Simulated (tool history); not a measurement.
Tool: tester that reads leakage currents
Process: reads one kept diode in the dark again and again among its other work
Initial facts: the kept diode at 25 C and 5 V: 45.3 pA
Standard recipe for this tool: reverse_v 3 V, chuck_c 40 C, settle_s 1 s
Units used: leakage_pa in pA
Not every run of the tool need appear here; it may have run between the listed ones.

run	hour	reverse_v	chuck_c	settle_s	leakage_pa
1	0	3	40	1	145.66
2	25.7	1.28	40	1	98.48
3	71.4	1.28	40	4.12	98.11
4	106.9	1.28	40	4.12	98.09
5	150.6	1.28	40	4.12	98.4
6	190.4	1.28	40	4.12	98.62
7	226.3	1.28	40	4.12	98.56
8	248.9	1.28	40	4.12	98.36
9	286.3	3	21	1	30.8
10	318.4	3	40	1	148.17
11	341.8	3	40	0.93	147.02
12	366.3	3	40	1	147.14
# hour 400.5: probe card cleaned and baked
13	410.3	3	40	1	146.3
14	442.2	3	40	3.48	145.59
15	487.9	3	40	1	147.28
16	536.7	3	40	1	146.71
17	579.8	3	40	1	146.2
18	611.6	3	46	1	234.8
19	649.7	3	46	1	234.89
20	693.9	3	46	1	235.94
21	734.4	9.09	23	0.99	61.39
22	759.9	1.95	21	1.05	24.73
23	790.7	1.15	60	4.39	430.95
24	824.6	5.67	26	2.34	61.98
25	859.3	5.67	26	2.34	61.84
26	891.6	5.67	26	2.34	62.51
27	934.2	5.67	25	2.34	57.46
28	970.6	5.67	25	2.34	57.54
29	993.2	3	40	9.47	147.52
30	1027.1	2.05	40	8.06	123.64
31	1066.6	2.05	40	8.06	124.87
32	1111	6.04	28	0.5	80
33	1144	6.04	28	0.5	80.38
34	1186.1	12.2	21	1.7	60.56
# hour 1228: chuck's temperature calibrated
35	1232.6	12.2	21	1.7	52.06
36	1271.3	12.2	26	1.7	79.87
37	1312.8	12.2	26	1.7	79.91
38	1336	12.2	39	1.95	231.35
39	1368.4	1.06	47	0.39	142.11

Forecast each of these 4 alternatives for the next run:
A	1401.4	5.69	47	0.33	?
B	1401.4	12.66	40	6.18	?
C	1401.4	11.43	27	0.62	?
D	1401.4	16.53	47	0.39	?

run	leakage_pa
A	309.6
B	253.25
C	89.2
D	511.39
Stripped of hidden state, with their random variation kept, the same runs would have yielded:
run	leakage_pa
A	305.94
B	248.65
C	86.3
D	504.12
